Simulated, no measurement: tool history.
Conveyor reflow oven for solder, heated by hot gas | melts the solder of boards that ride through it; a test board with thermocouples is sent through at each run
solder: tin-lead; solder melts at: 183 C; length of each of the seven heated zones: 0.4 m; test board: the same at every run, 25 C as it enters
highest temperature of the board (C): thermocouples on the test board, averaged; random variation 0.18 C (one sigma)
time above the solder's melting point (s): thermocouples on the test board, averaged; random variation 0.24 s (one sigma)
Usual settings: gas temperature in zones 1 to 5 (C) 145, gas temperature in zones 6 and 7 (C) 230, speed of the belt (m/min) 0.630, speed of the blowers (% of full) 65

run   hour  gas temperature in zones 1 to 5 (C)  gas temperature in zones 6 and 7 (C)  speed of the belt (m/min)  speed of the blowers (% of full)  highest temperature of the board (C)  time above the solder's melting point (s)
  1    0.0                                  145                                   230                      0.630                                65                                 214.9                                       58.1
  2    7.3                                  145                                   230                      0.587                                65                                 217.3                                       64.1
  3   17.0                                  132                                   230                      0.630                                65                                 212.8                                       50.9
  4   25.0                                  145                                   230                      0.630                                65                                 215.4                                       57.8
  5   31.0                                  145                                   230                      0.630                                65                                 215.2                                       58.5
  6   36.0                                  145                                   230                      0.630                                51                                 209.9                                       52.0
  7   41.5                                  145                                   230                      0.630                                73                                 217.3                                       59.8
  8   46.8                                  145                                   230                      0.543                                65                                 219.0                                       71.6
  9   54.8                                  145                                   230                      0.543                                65                                 219.2                                       71.9
 10   60.0                                  145                                   230                      0.685                                56                                 209.1                                       46.5
 11   70.7                                  140                                   220                      0.636                                65                                 205.2                                       46.1
 12   79.3                                  130                                   243                      0.533                                65                                 229.0                                       74.5
 13   84.3                                  145                                   239                      0.630                                67                                 223.0                                       64.0
 14   91.6                                  145                                   223                      0.630                                67                                 209.3                                       53.3
 15   97.1                                  131                                   223                      0.630                                67                                 206.8                                       45.6
 16  107.8                                  145                                   230                      0.559                                65                                 218.2                                       68.7

Forecast each of these 4 alternatives for the next run:
  A  113.2                                  153                                   230                      0.559                                65                                     ?                                          ?
  B  113.2                                  142                                   230                      0.630                                71                                     ?                                          ?
  C  113.2                                  145                                   227                      0.733                                65                                     ?                                          ?
  D  113.2                                  141                                   237                      0.630                                70                                     ?                                          ?

run  highest temperature of the board (C)  time above the solder's melting point (s)
  A                                 219.3                                       74.0
  B                                 215.9                                       57.5
  C                                 207.7                                       42.6
  D                                 221.3                                       61.4
Without the tool's hidden state the same runs would have given:
run  highest temperature of the board (C)  time above the solder's melting point (s)
  A                                 219.0                                       73.6
  B                                 215.9                                       57.5
  C                                 207.9                                       42.8
  D                                 221.4                                       61.3
